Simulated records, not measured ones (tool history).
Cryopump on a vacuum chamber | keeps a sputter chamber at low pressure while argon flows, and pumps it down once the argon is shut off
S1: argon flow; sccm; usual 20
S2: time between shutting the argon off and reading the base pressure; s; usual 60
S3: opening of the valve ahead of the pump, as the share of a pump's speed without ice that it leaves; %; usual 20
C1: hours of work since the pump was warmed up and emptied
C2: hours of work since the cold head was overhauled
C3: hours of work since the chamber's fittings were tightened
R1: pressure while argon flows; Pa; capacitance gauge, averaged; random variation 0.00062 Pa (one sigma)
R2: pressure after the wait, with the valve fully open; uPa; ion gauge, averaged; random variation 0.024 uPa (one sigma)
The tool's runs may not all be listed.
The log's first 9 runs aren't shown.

run,hour,S1,S2,S3,C1,C2,C3,R1,R2
10,273.9,20,60,20,359,1187,492,0.0938,1.07
11,300.1,20,60,20,380,1208,513,0.0937,1.14
12,330.8,20,60,20,405,1233,538,0.0945,1.11
13,354.2,20,60,20,424,1252,557,0.0938,1.16
14,386.9,23,60,20,451,1278,584,0.1074,1.14
15,410.2,23,60,20,470,1297,603,0.1082,1.11
16,446.5,23,60,20,499,1327,632,0.1079,1.21
17,462.7,23,60,20,513,1340,646,0.1098,1.16
18,489.4,23,60,20,534,1362,667,0.108,1.19
19,524.9,23,60,20,563,1391,696,0.1089,1.21
20,550.6,38,127,36,584,1411,717,0.1054,0.87
21,588.1,38,21,36,614,1442,747,0.1048,2.58
22,619.4,38,21,36,640,1467,773,0.1048,2.52
23,647,23,72,24,662,1490,795,0.0936,1.18
24,669.4,18,60,39,680,1508,814,0.0472,1.3
25,701.3,32,71,15,706,1534,839,0.2016,1.25
26,730.2,30,43,49,730,1557,863,0.0644,1.67
27,761.2,20,32,22,755,1583,888,0.0886,1.99
28,786.8,15,23,22,776,1603,909,0.0664,2.49
29,821.2,15,23,22,804,1631,937,0.0671,2.53
# hour 831.2: pump warmed up, emptied and cooled again
30,847.1,15,23,22,13,1648,954,0.0627,2.38
31,875.2,14,112,24,36,1671,977,0.0547,0.93
32,899.8,20,35,36,56,1691,997,0.0495,1.74
33,919.4,20,35,36,72,1707,1013,0.0521,1.76

3 ways to go on from here, each from the tool as it stands after run 33. What would each give?
A,941.7,11,132,37,90,1725,1031,?,?
B,941.7,28,78,20,90,1725,1031,?,?
C,941.7,29,60,20,90,1725,1031,?,?

run,R1,R2
A,0.0282,0.93
B,0.1276,1.07
C,0.132,1.32
Without the tool's hidden state the same runs would have given:
run,R1,R2
A,0.0276,0.51
B,0.1261,0.67
C,0.1304,0.91
